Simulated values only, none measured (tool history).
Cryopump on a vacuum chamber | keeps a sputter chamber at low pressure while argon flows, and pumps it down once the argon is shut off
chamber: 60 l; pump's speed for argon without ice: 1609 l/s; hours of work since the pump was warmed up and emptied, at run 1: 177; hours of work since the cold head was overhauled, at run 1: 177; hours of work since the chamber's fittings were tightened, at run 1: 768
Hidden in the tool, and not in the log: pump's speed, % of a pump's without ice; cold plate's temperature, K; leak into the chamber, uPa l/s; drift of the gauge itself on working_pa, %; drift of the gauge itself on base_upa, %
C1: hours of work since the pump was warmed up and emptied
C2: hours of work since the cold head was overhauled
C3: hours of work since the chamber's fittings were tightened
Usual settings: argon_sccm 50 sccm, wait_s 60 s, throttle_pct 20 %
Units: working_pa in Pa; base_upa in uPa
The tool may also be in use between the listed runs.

Run 1, hour 0.0: usual settings; C1 177; C2 177; C3 768. Result: working_pa 0.2637 Pa, base_upa 2.06 uPa.
Run 2, hour 58.8: usual settings; C1 201; C2 201; C3 792. Result: working_pa 0.2663 Pa, base_upa 2.03 uPa.
Run 3, hour 106.8: usual settings; C1 221; C2 221; C3 812. Result: working_pa 0.2657 Pa, base_upa 2.10 uPa.
Run 4, hour 167.3: usual settings; C1 246; C2 246; C3 837. Result: working_pa 0.2665 Pa, base_upa 2.22 uPa.
Run 5, hour 202.4: usual settings but wait_s 23 s; C1 260; C2 260; C3 851. Result: working_pa 0.2660 Pa, base_upa 3.28 uPa.
Run 6, hour 237.9: usual settings but wait_s 23 s; C1 275; C2 275; C3 866. Result: working_pa 0.2674 Pa, base_upa 3.31 uPa.
Run 7, hour 298.3: usual settings; C1 300; C2 300; C3 891. Result: working_pa 0.2664 Pa, base_upa 2.30 uPa.
Run 8, hour 335.6: usual settings; C1 315; C2 315; C3 906. Result: working_pa 0.2645 Pa, base_upa 2.34 uPa.
Run 9, hour 361.9: usual settings; C1 326; C2 326; C3 917. Result: working_pa 0.2662 Pa, base_upa 2.36 uPa.
Run 10, hour 405.7: usual settings; C1 344; C2 344; C3 935. Result: working_pa 0.2650 Pa, base_upa 2.40 uPa.
Run 11, hour 451.1: usual settings; C1 363; C2 363; C3 953. Result: working_pa 0.2669 Pa, base_upa 2.40 uPa.
Run 12, hour 488.4: usual settings; C1 378; C2 378; C3 969. Result: working_pa 0.2678 Pa, base_upa 2.35 uPa.
Run 13, hour 537.6: usual settings; C1 398; C2 398; C3 989. Result: working_pa 0.2689 Pa, base_upa 2.49 uPa.
Run 14, hour 583.1: usual settings; C1 417; C2 417; C3 1008. Result: working_pa 0.2685 Pa, base_upa 2.51 uPa.
Run 15, hour 608.7: usual settings; C1 427; C2 427; C3 1018. Result: working_pa 0.2672 Pa, base_upa 2.59 uPa.
Run 16, hour 654.4: usual settings; C1 446; C2 446; C3 1037. Result: working_pa 0.2709 Pa, base_upa 2.62 uPa.
Run 17, hour 714.1: usual settings but argon_sccm 67 sccm; C1 471; C2 471; C3 1061. Result: working_pa 0.3584 Pa, base_upa 2.62 uPa.
Run 18, hour 750.7: usual settings but argon_sccm 67 sccm; C1 486; C2 486; C3 1076. Result: working_pa 0.3581 Pa, base_upa 2.62 uPa.
Run 19, hour 787.9: usual settings but argon_sccm 64 sccm, wait_s 222 s, throttle_pct 16 %; C1 501; C2 501; C3 1092. Result: working_pa 0.4314 Pa, base_upa 2.22 uPa.
Run 20, hour 848.7: usual settings but throttle_pct 33 %; C1 526; C2 526; C3 1117. Result: working_pa 0.1653 Pa, base_upa 2.74 uPa.
Run 21, hour 879.1: usual settings but throttle_pct 33 %; C1 538; C2 538; C3 1129. Result: working_pa 0.1653 Pa, base_upa 2.79 uPa.
Run 22, hour 929.3: usual settings but argon_sccm 51 sccm, wait_s 29 s, throttle_pct 34 %; C1 559; C2 559; C3 1150. Result: working_pa 0.1651 Pa, base_upa 3.48 uPa.
Run 23, hour 988.3: usual settings but argon_sccm 51 sccm, wait_s 29 s, throttle_pct 34 %; C1 583; C2 583; C3 1174. Result: working_pa 0.1652 Pa, base_upa 3.55 uPa.
Run 24, hour 1046.8: usual settings but argon_sccm 51 sccm, wait_s 29 s, throttle_pct 34 %; C1 607; C2 607; C3 1198. Result: working_pa 0.1645 Pa, base_upa 3.61 uPa.
Run 25, hour 1090.2: usual settings but wait_s 174 s, throttle_pct 19 %; C1 625; C2 625; C3 1216. Result: working_pa 0.2832 Pa, base_upa 2.47 uPa.
Run 26, hour 1150.1: usual settings but wait_s 174 s, throttle_pct 19 %; C1 650; C2 650; C3 1240. Result: working_pa 0.2847 Pa, base_upa 2.58 uPa.
Run 27, hour 1210.5: usual settings but wait_s 174 s, throttle_pct 19 %; C1 675; C2 675; C3 1265. Result: working_pa 0.2835 Pa, base_upa 2.62 uPa.
Run 28, hour 1264.4: usual settings but argon_sccm 23 sccm, throttle_pct 37 %; C1 697; C2 697; C3 1287. Result: working_pa 0.0690 Pa, base_upa 3.06 uPa.
Run 29, hour 1322.5: usual settings but argon_sccm 44 sccm, throttle_pct 37 %; C1 721; C2 721; C3 1311. Result: working_pa 0.1323 Pa, base_upa 3.20 uPa.
Run 30, hour 1348.0: usual settings but argon_sccm 76 sccm, wait_s 37 s; C1 731; C2 731; C3 1322. Result: working_pa 0.4099 Pa, base_upa 3.60 uPa.
Run 31, hour 1404.7: usual settings but argon_sccm 55 sccm, wait_s 47 s, throttle_pct 21 %; C1 754; C2 754; C3 1345. Result: working_pa 0.2865 Pa, base_upa 3.28 uPa.
Run 32, hour 1432.0: usual settings but argon_sccm 73 sccm; C1 766; C2 766; C3 1356. Result: working_pa 0.4010 Pa, base_upa 3.08 uPa.
Run 33, hour 1469.4: usual settings but argon_sccm 40 sccm, wait_s 211 s, throttle_pct 40 %; C1 781; C2 781; C3 1372. Result: working_pa 0.1129 Pa, base_upa 2.87 uPa.

The same runs without the tool's hidden state, with the same run-to-run variation:
run  working_pa  base_upa
  1      0.2612      0.81
  2      0.2635      0.76
  3      0.2626      0.77
  4      0.2631      0.82
  5      0.2625      1.84
  6      0.2637      1.85
  7      0.2624      0.81
  8      0.2604      0.79
  9      0.2619      0.82
 10      0.2606      0.82
 11      0.2623      0.82
 12      0.2629      0.77
 13      0.2638      0.80
 14      0.2633      0.81
 15      0.2619      0.82
 16      0.2653      0.83
 17      0.3506      0.80
 18      0.3501      0.80
 19      0.4234      0.36
 20      0.1588      0.81
 21      0.1586      0.81
 22      0.1581      1.48
 23      0.1579      1.48
 24      0.1570      1.51
 25      0.2755      0.39
 26      0.2768      0.42
 27      0.2753      0.39
 28      0.0651      0.80
 29      0.1245      0.82
 30      0.3964      1.21
 31      0.2762      0.95
 32      0.3871      0.74
 33      0.1052      0.37
